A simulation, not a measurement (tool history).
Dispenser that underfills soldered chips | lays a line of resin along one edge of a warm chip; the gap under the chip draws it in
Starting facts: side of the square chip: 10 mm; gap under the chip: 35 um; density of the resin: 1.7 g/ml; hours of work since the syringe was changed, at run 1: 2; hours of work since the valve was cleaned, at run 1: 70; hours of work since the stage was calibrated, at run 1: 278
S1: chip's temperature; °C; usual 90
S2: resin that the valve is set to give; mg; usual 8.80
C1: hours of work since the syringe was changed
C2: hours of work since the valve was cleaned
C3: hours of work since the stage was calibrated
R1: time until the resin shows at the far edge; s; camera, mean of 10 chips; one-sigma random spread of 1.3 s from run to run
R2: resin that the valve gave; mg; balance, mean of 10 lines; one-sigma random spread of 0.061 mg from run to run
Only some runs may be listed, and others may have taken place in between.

| run | hour | S1 | S2 | C1 | C2 | C3 | R1 | R2 |
|---|---|---|---|---|---|---|---|---|
| 1 | 0.0 | 90 | 8.80 | 2 | 70 | 278 | 142.0 | 8.43 |
|  | 5.6 | new syringe of resin |
| 2 | 9.8 | 79 | 8.80 | 3 | 77 | 285 | 228.5 | 8.46 |
|  | 14.3 | new syringe of resin |
| 3 | 19.3 | 90 | 7.58 | 4 | 84 | 292 | 156.2 | 7.29 |
|  | 22.7 | new syringe of resin |
| 4 | 27.9 | 90 | 7.58 | 4 | 90 | 298 | 157.2 | 7.09 |
|  | 30.9 | new syringe of resin |
| 5 | 36.8 | 90 | 10.59 | 4 | 97 | 305 | 151.1 | 9.96 |
|  | 39.6 | new syringe of resin |
| 6 | 43.2 | 90 | 10.59 | 3 | 101 | 309 | 140.5 | 9.94 |
|  | 47.8 | new syringe of resin |
| 7 | 51.3 | 90 | 8.58 | 3 | 107 | 315 | 140.0 | 8.20 |
|  | 56.8 | new syringe of resin |
| 8 | 57.1 | 83 | 8.80 | 0 | 111 | 319 | 177.0 | 8.22 |
|  | 65.0 | new syringe of resin |
| 9 | 66.6 | 83 | 8.80 | 1 | 118 | 326 | 180.1 | 8.21 |
|  | 73.6 | new syringe of resin |
| 10 | 75.2 | 86 | 8.80 | 1 | 124 | 333 | 155.8 | 8.09 |
| 11 | 80.5 | 90 | 10.16 | 5 | 128 | 337 | 152.8 | 9.37 |
|  | 82.4 | new syringe of resin |
| 12 | 88.6 | 105 | 10.16 | 5 | 134 | 342 | 82.4 | 9.26 |
|  | 90.8 | new syringe of resin |
| 13 | 95.3 | 85 | 8.80 | 3 | 139 | 347 | 184.9 | 8.07 |
|  | 99.7 | new syringe of resin |
| 14 | 103.2 | 85 | 8.80 | 3 | 145 | 353 | 173.1 | 8.09 |
|  | 104.7 | dispensing valve cleaned and set on the balance |
|  | 109.3 | new syringe of resin |
| 15 | 114.3 | 83 | 8.80 | 4 | 7 | 360 | 196.7 | 8.73 |
|  | 117.8 | new syringe of resin |
| 16 | 118.9 | 90 | 11.02 | 1 | 10 | 363 | 127.7 | 10.85 |
| 17 | 125.6 | 90 | 11.02 | 6 | 15 | 368 | 155.2 | 10.97 |
|  | 126.5 | new syringe of resin |
| 18 | 133.0 | 90 | 11.02 | 5 | 21 | 374 | 147.4 | 10.84 |
|  | 134.9 | new syringe of resin |
| 19 | 140.1 | 101 | 10.60 | 4 | 26 | 379 | 91.8 | 10.54 |
|  | 143.5 | new syringe of resin |
| 20 | 145.3 | 93 | 8.80 | 1 | 29 | 383 | 117.0 | 8.60 |
|  | 152.2 | new syringe of resin |
| 21 | 155.8 | 93 | 8.80 | 3 | 37 | 390 | 124.3 | 8.61 |
|  | 161.0 | new syringe of resin |
| 22 | 162.3 | 93 | 8.80 | 1 | 42 | 395 | 114.6 | 8.55 |
|  | 169.7 | new syringe of resin |
| 23 | 169.7 | 83 | 7.57 | 0 | 47 | 400 | 180.4 | 7.31 |
| 24 | 174.8 | 79 | 11.23 | 4 | 51 | 404 | 230.5 | 11.00 |
|  | 178.5 | new syringe of resin |
| 25 | 185.1 | 95 | 8.48 | 5 | 58 | 412 | 125.7 | 8.11 |
|  | 186.9 | new syringe of resin |
| 26 | 191.3 | 95 | 8.48 | 3 | 63 | 416 | 119.8 | 8.18 |
|  | 195.5 | new syringe of resin |
| 27 | 201.2 | 79 | 8.92 | 4 | 70 | 423 | 236.9 | 8.64 |
|  | 203.7 | new syringe of resin |
| 28 | 209.2 | 79 | 8.92 | 4 | 76 | 429 | 240.3 | 8.50 |
|  | 212.2 | new syringe of resin |
| 29 | 219.0 | 79 | 8.92 | 5 | 83 | 436 | 255.2 | 8.46 |
|  | 220.8 | new syringe of resin |
|  | 229.2 | new syringe of resin |
| 30 | 229.4 | 79 | 8.92 | 0 | 90 | 443 | 206.6 | 8.39 |
| 31 | 236.8 | 79 | 8.92 | 6 | 96 | 449 | 254.1 | 8.44 |
|  | 237.7 | new syringe of resin |
|  | 246.1 | new syringe of resin |
| 32 | 246.1 | 82 | 10.83 | 0 | 102 | 456 | 177.3 | 10.08 |
| 33 | 252.9 | 99 | 10.83 | 5 | 107 | 461 | 105.3 | 10.08 |
|  | 254.9 | new syringe of resin |
| 34 | 260.3 | 90 | 10.67 | 4 | 113 | 466 | 143.3 | 9.93 |
|  | 263.1 | new syringe of resin |
| 35 | 265.7 | 101 | 8.46 | 2 | 117 | 470 | 87.6 | 7.85 |

Consider 3 possible next runs. They are alternatives, not a sequence: every one starts from the tool as it was left by run 35. What does each give?
|  | 272.0 | new syringe of resin |
| A | 276.2 | 103 | 11.02 | 3 | 124 | 478 | ? | ? |
|  | 272.0 | new syringe of resin |
| B | 276.2 | 79 | 11.33 | 3 | 124 | 478 | ? | ? |
|  | 272.0 | new syringe of resin |
| C | 276.2 | 105 | 10.94 | 3 | 124 | 478 | ? | ? |

| run | R1 | R2 |
|---|---|---|
| A | 83.9 | 10.05 |
| B | 224.4 | 10.48 |
| C | 78.6 | 10.02 |
Without the tool's unlogged condition, the same runs would have read:
| run | R1 | R2 |
|---|---|---|
| A | 75.8 | 10.89 |
| B | 203.9 | 11.35 |
| C | 71.0 | 10.87 |
